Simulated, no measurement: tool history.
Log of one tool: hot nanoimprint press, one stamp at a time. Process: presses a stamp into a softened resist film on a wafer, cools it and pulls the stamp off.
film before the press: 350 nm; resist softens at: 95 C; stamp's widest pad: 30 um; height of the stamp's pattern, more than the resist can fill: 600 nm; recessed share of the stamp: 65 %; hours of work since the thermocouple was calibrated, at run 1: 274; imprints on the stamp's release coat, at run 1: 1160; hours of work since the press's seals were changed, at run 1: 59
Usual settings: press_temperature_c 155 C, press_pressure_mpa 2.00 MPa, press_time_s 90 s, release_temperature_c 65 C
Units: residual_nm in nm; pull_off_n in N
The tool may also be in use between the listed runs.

| run | day | press_temperature_c | press_pressure_mpa | press_time_s | release_temperature_c | hours of work since the thermocouple was calibrated | imprints on the stamp's release coat | hours of work since the press's seals were changed | residual_nm | pull_off_n |
|---|---|---|---|---|---|---|---|---|---|---|
| 1 | 0.000 | 155 | 2.00 | 90 | 65 | 274 | 1160 | 59 | 218.3 | 240 |
|  | 0.696 | stamp cleaned and given a new release coat |
| 2 | 0.696 | 155 | 2.00 | 90 | 65 | 282 | 0 | 67 | 219.1 | 205 |
| 3 | 1.196 | 155 | 2.00 | 90 | 65 | 291 | 42 | 76 | 218.3 | 204 |
| 4 | 1.725 | 155 | 2.23 | 90 | 65 | 301 | 87 | 85 | 207.7 | 208 |
| 5 | 2.279 | 155 | 2.38 | 90 | 65 | 310 | 133 | 95 | 202.2 | 206 |
| 6 | 2.646 | 155 | 2.00 | 63 | 65 | 317 | 164 | 101 | 240.3 | 209 |
| 7 | 2.933 | 155 | 2.00 | 63 | 65 | 322 | 188 | 106 | 239.3 | 206 |
| 8 | 3.388 | 155 | 2.00 | 63 | 65 | 330 | 226 | 114 | 240.8 | 206 |
| 9 | 3.862 | 155 | 2.00 | 63 | 65 | 339 | 266 | 123 | 240.3 | 213 |
| 10 | 4.292 | 155 | 2.00 | 90 | 51 | 346 | 302 | 131 | 221.1 | 263 |
| 11 | 4.762 | 155 | 2.00 | 90 | 51 | 354 | 342 | 139 | 220.9 | 268 |
| 12 | 5.338 | 144 | 2.00 | 90 | 65 | 365 | 390 | 149 | 312.4 | 211 |
| 13 | 5.767 | 155 | 2.00 | 46 | 65 | 372 | 426 | 157 | 260.5 | 220 |
| 14 | 6.225 | 154 | 2.00 | 90 | 65 | 380 | 464 | 165 | 231.9 | 219 |
| 15 | 6.621 | 147 | 1.65 | 64 | 51 | 387 | 497 | 172 | 316.5 | 272 |
| 16 | 6.967 | 147 | 1.65 | 64 | 51 | 394 | 527 | 178 | 315.1 | 278 |
| 17 | 7.217 | 147 | 1.65 | 64 | 51 | 398 | 547 | 182 | 315.3 | 285 |
| 18 | 7.754 | 147 | 1.65 | 64 | 51 | 408 | 593 | 192 | 314.6 | 277 |
| 19 | 8.275 | 147 | 1.65 | 64 | 51 | 417 | 636 | 201 | 314.7 | 283 |
| 20 | 8.550 | 161 | 2.00 | 90 | 65 | 422 | 659 | 206 | 170.6 | 223 |
| 21 | 8.792 | 164 | 3.09 | 64 | 66 | 426 | 680 | 210 | 131.6 | 227 |
| 22 | 9.188 | 152 | 3.09 | 76 | 69 | 433 | 713 | 218 | 221.0 | 214 |
| 23 | 9.604 | 152 | 3.09 | 76 | 69 | 440 | 748 | 225 | 222.6 | 209 |
| 24 | 10.188 | 155 | 1.69 | 53 | 63 | 451 | 797 | 235 | 270.5 | 237 |
| 25 | 10.471 | 155 | 1.69 | 53 | 63 | 456 | 821 | 240 | 268.7 | 239 |
| 26 | 10.971 | 155 | 2.60 | 117 | 65 | 465 | 863 | 249 | 184.1 | 237 |

4 ways to go on from here, each from the tool as it stands after run 26. What would each give?
| A | 11.558 | 154 | 2.09 | 90 | 52 | 475 | 912 | 260 | ? | ? |
| B | 11.558 | 164 | 1.29 | 178 | 65 | 475 | 912 | 260 | ? | ? |
| C | 11.558 | 155 | 2.60 | 50 | 57 | 475 | 912 | 260 | ? | ? |
| D | 11.558 | 155 | 1.34 | 90 | 58 | 475 | 912 | 260 | ? | ? |

| run | residual_nm | pull_off_n |
|---|---|---|
| A | 230.9 | 291 |
| B | 152.2 | 241 |
| C | 236.3 | 271 |
| D | 263.1 | 270 |
Without the tool's hidden state the same runs would have given:
| run | residual_nm | pull_off_n |
|---|---|---|
| A | 212.1 | 247 |
| B | 138.8 | 204 |
| C | 217.5 | 230 |
| D | 246.4 | 229 |
